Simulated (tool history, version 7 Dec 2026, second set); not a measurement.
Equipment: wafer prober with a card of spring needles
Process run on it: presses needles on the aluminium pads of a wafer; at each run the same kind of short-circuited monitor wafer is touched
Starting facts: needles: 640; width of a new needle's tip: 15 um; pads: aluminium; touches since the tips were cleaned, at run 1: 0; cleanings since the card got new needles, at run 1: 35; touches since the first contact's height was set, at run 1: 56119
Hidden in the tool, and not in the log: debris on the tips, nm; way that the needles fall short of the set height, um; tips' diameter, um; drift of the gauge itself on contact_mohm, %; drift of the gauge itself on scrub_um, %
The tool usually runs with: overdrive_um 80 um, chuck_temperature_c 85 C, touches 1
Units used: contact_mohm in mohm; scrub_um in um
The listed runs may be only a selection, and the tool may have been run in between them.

run	hour	overdrive_um	chuck_temperature_c	touches	touches since the tips were cleaned	cleanings since the card got new needles	touches since the first contact's height was set	contact_mohm	scrub_um
1	0.0	80	85	1	0	35	56119	243	14.97
# hour 17.8: tips cleaned on abrasive film
2	29.1	87	85	1	5282	36	69677	295	16.24
# hour 36.6: tips cleaned on abrasive film
# hour 53.4: tips cleaned on abrasive film
3	53.4	93	85	1	0	38	80957	243	17.39
# hour 72.5: tips cleaned on abrasive film
4	83.3	80	85	2	5052	39	94897	274	14.90
# hour 89.7: tips cleaned on abrasive film
# hour 106.5: tips cleaned on abrasive film
5	106.5	80	85	2	0	41	105666	238	14.89
# hour 124.6: tips cleaned on abrasive film
6	124.7	80	85	2	47	42	114160	240	14.90
# hour 141.2: tips cleaned on abrasive film
# hour 148.5: height of the first contact set anew
7	152.3	80	85	3	5049	43	1752	263	15.06
# hour 159.3: tips cleaned on abrasive film
# hour 177.8: tips cleaned on abrasive film
8	181.7	80	85	1	1856	45	15445	270	15.06
# hour 196.4: tips cleaned on abrasive film
9	209.2	80	85	1	5965	46	28241	306	15.02
# hour 214.0: tips cleaned on abrasive film
# hour 231.2: tips cleaned on abrasive film
10	238.1	80	85	1	3225	48	41667	292	14.99
# hour 248.2: tips cleaned on abrasive film
11	256.6	80	43	1	3896	49	50272	294	14.98
# hour 266.9: tips cleaned on abrasive film
12	281.3	65	94	2	6722	50	61800	303	12.14
# hour 284.8: tips cleaned on abrasive film
# hour 302.9: tips cleaned on abrasive film
13	306.2	65	94	2	1587	52	73386	273	12.10
# hour 320.1: tips cleaned on abrasive film
14	328.5	80	85	1	3940	53	83744	295	14.98

Run 15 comes next. What will it give?
# hour 337.6: tips cleaned on abrasive film
15	345.6	93	85	1	3757	54	91726	?	?

contact_mohm: 281 mohm
scrub_um: 17.42 um
On a tool with no hidden condition, and with the same random variation, this run would have come out at contact_mohm 234 mohm, scrub_um 17.56 um.

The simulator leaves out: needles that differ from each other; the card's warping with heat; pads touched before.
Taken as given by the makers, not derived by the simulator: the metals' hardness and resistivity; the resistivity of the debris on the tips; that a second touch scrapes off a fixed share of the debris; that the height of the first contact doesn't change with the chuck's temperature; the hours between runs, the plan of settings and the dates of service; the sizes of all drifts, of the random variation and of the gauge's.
